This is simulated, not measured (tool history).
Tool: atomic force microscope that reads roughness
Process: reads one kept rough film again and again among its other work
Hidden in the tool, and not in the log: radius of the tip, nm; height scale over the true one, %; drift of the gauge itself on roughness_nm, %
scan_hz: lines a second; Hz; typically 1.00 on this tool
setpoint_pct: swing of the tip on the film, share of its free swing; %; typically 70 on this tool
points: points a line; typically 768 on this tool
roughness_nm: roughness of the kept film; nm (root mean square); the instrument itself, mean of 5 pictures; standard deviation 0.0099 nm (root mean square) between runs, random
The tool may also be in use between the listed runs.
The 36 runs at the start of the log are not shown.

| run | hour | scan_hz | setpoint_pct | points | pictures with this tip | hours of work since the height scale was calibrated | roughness_nm |
|---|---|---|---|---|---|---|---|
| 37 | 717.0 | 0.91 | 70 | 840 | 133 | 703 | 2.264 |
| 38 | 734.4 | 0.91 | 70 | 840 | 158 | 712 | 2.273 |
|  | 745.7 | new tip fitted |
| 39 | 749.9 | 0.53 | 71 | 377 | 6 | 721 | 2.311 |
| 40 | 769.5 | 0.53 | 71 | 377 | 34 | 731 | 2.316 |
| 41 | 783.3 | 0.72 | 63 | 951 | 54 | 739 | 2.314 |
| 42 | 797.8 | 0.72 | 63 | 951 | 74 | 747 | 2.321 |
| 43 | 822.6 | 0.72 | 63 | 951 | 109 | 760 | 2.324 |
| 44 | 846.4 | 0.72 | 63 | 951 | 143 | 773 | 2.316 |
| 45 | 863.3 | 0.72 | 67 | 923 | 167 | 782 | 2.305 |
|  | 867.1 | new tip fitted |
| 46 | 887.7 | 3.40 | 58 | 654 | 29 | 795 | 2.158 |
| 47 | 905.0 | 3.40 | 58 | 654 | 54 | 805 | 2.164 |
| 48 | 932.5 | 3.40 | 58 | 654 | 93 | 820 | 2.153 |
| 49 | 958.9 | 3.40 | 58 | 654 | 130 | 834 | 2.163 |
| 50 | 974.6 | 3.40 | 69 | 937 | 152 | 843 | 1.953 |
|  | 989.8 | new tip fitted |
| 51 | 1000.4 | 3.40 | 69 | 937 | 15 | 856 | 1.974 |
| 52 | 1027.4 | 0.58 | 68 | 730 | 54 | 871 | 2.338 |
| 53 | 1052.6 | 2.11 | 83 | 388 | 89 | 885 | 1.875 |
| 54 | 1069.7 | 2.11 | 83 | 388 | 114 | 894 | 1.886 |

Branching from run 54: 3 alternative next runs. What would each branch give?
| A | 1086.7 | 2.11 | 83 | 318 | 138 | 903 | ? |
| B | 1086.7 | 1.00 | 70 | 713 | 138 | 903 | ? |
| C | 1086.7 | 3.01 | 86 | 702 | 138 | 903 | ? |

| run | roughness_nm |
|---|---|
| A | 1.863 |
| B | 2.228 |
| C | 1.662 |
Stripped of hidden state, with their random variation kept, the same runs would have yielded:
| run | roughness_nm |
|---|---|
| A | 1.867 |
| B | 2.234 |
| C | 1.666 |
